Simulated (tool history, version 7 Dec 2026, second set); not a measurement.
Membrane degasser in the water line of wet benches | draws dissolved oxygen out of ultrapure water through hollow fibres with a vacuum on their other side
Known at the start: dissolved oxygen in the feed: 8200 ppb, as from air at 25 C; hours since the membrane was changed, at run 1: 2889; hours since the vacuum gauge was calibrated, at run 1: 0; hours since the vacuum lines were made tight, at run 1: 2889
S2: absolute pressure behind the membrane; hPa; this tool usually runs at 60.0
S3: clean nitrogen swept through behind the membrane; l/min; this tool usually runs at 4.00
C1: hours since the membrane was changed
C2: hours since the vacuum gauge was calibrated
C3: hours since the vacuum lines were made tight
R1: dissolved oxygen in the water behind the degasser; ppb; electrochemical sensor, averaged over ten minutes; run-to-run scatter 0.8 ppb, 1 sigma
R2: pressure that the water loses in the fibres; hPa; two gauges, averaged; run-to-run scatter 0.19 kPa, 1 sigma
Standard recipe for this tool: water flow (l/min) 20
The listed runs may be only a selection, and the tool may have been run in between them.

run 1 hour=0.0 | water_flow_(l/min)=20 S2=60.0 S3=4.00 | C1=2889 C2=0 C3=2889 | R1=74.0 R2=386.2
run 2 hour=253.4 | water_flow_(l/min)=20 S2=60.0 S3=4.00 | C1=3142 C2=253 C3=3142 | R1=74.5 R2=387.3
run 3 hour=411.2 | water_flow_(l/min)=20 S2=60.0 S3=4.00 | C1=3300 C2=411 C3=3300 | R1=74.7 R2=385.6
run 4 hour=521.0 | water_flow_(l/min)=20 S2=41.6 S3=4.00 | C1=3410 C2=521 C3=3410 | R1=52.8 R2=386.3
run 5 hour=759.0 | water_flow_(l/min)=20 S2=60.0 S3=4.00 | C1=3648 C2=759 C3=3648 | R1=76.5 R2=390.0
run 6 hour=1013.5 | water_flow_(l/min)=20 S2=60.0 S3=10.42 | C1=3902 C2=1013 C3=3902 | R1=54.1 R2=387.4
run 7 hour=1245.3 | water_flow_(l/min)=20 S2=60.0 S3=10.42 | C1=4134 C2=1245 C3=4134 | R1=52.8 R2=386.4
run 8 hour=1506.5 | water_flow_(l/min)=20 S2=60.0 S3=4.00 | C1=4395 C2=1507 C3=4395 | R1=74.3 R2=386.4
run 9 hour=1741.7 | water_flow_(l/min)=30 S2=60.0 S3=4.00 | C1=4631 C2=1742 C3=4631 | R1=175.3 R2=583.2
run 10 hour=1879.6 | water_flow_(l/min)=30 S2=60.0 S3=4.00 | C1=4768 C2=1880 C3=4768 | R1=175.5 R2=582.1
run 11 hour=2144.7 | water_flow_(l/min)=30 S2=60.0 S3=4.00 | C1=5034 C2=2145 C3=5034 | R1=177.1 R2=586.8
-- hour=2309.3 seals of the vacuum lines changed
run 12 hour=2401.7 | water_flow_(l/min)=18 S2=95.0 S3=5.64 | C1=5289 C2=2400 C3=92 | R1=76.9 R2=350.3
run 13 hour=2585.3 | water_flow_(l/min)=12 S2=95.0 S3=10.49 | C1=5472 C2=2583 C3=276 | R1=24.9 R2=233.9
run 14 hour=2761.5 | water_flow_(l/min)=16 S2=60.0 S3=7.98 | C1=5648 C2=2760 C3=452 | R1=32.7 R2=312.2
run 15 hour=3021.2 | water_flow_(l/min)=16 S2=60.0 S3=7.98 | C1=5908 C2=3019 C3=712 | R1=33.4 R2=314.0

5 options for the next run, each taken on its own from the tool as it stands now. Forecast them:
run A hour=3259.3 | water_flow_(l/min)=16 S2=60.0 S3=3.92 | C1=6146 C2=3257 C3=950 | R1=? R2=?
run B hour=3259.3 | water_flow_(l/min)=18 S2=39.9 S3=7.98 | C1=6146 C2=3257 C3=950 | R1=? R2=?
run C hour=3259.3 | water_flow_(l/min)=16 S2=60.0 S3=4.58 | C1=6146 C2=3257 C3=950 | R1=? R2=?
run D hour=3259.3 | water_flow_(l/min)=17 S2=92.3 S3=7.98 | C1=6146 C2=3257 C3=950 | R1=? R2=?
run E hour=3259.3 | water_flow_(l/min)=29 S2=60.0 S3=7.98 | C1=6146 C2=3257 C3=950 | R1=? R2=?

run=A R1=46.4 R2=316.0
run=B R1=33.6 R2=350.8
run=C R1=41.8 R2=316.9
run=D R1=54.5 R2=333.2
run=E R1=142.5 R2=567.0
What these runs would have given with no unlogged condition in the tool:
run=A R1=46.3 R2=310.0
run=B R1=33.4 R2=344.0
run=C R1=41.7 R2=310.8
run=D R1=54.4 R2=326.7
run=E R1=142.1 R2=556.0

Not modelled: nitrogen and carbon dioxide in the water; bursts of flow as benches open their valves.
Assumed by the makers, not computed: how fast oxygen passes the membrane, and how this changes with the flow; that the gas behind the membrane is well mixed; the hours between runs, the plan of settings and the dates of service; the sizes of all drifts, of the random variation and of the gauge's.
